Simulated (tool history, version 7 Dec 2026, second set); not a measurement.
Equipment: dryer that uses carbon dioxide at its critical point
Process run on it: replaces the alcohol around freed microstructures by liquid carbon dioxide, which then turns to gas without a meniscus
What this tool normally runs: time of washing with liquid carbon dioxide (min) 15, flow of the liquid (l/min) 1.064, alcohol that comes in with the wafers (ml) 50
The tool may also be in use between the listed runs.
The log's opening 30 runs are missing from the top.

| run | hour | time of washing with liquid carbon dioxide (min) | flow of the liquid (l/min) | alcohol that comes in with the wafers (ml) | alcohol left in the vessel before it's heated (ppm by volume) |
|---|---|---|---|---|---|
| 31 | 218 | 13 | 1.09 | 25 | 107 |
| 32 | 225.5 | 23 | 1.02 | 41 | 44 |
| 33 | 234.1 | 20 | 1.064 | 50 | 38 |
| 34 | 242.1 | 17 | 0.98 | 27 | 59 |
| 35 | 251.4 | 17 | 0.98 | 27 | 75 |
| 36 | 257 | 15 | 1.04 | 50 | 131 |
| 37 | 264 | 18 | 1.03 | 31 | 50 |
| 38 | 268.4 | 18 | 1.03 | 31 | 50 |
| 39 | 278.6 | 13 | 1.064 | 33 | 156 |
| 40 | 287.3 | 12 | 1.78 | 55 | 47 |
| 41 | 296.6 | 12 | 1.78 | 55 | 46 |

Predict each of these 4 candidate next runs independently; none follows another, all start after run 41:
| A | 301.8 | 13 | 1.064 | 50 | ? |
| B | 301.8 | 12 | 0.66 | 55 | ? |
| C | 301.8 | 19 | 1.44 | 93 | ? |
| D | 301.8 | 12 | 0.86 | 31 | ? |

| run | alcohol left in the vessel before it's heated (ppm by volume) |
|---|---|
| A | 232 |
| B | 1700 |
| C | 45 |
| D | 446 |
What these runs would have given with no unlogged condition in the tool:
| run | alcohol left in the vessel before it's heated (ppm by volume) |
|---|---|
| A | 177 |
| B | 1538 |
| C | 17 |
| D | 376 |
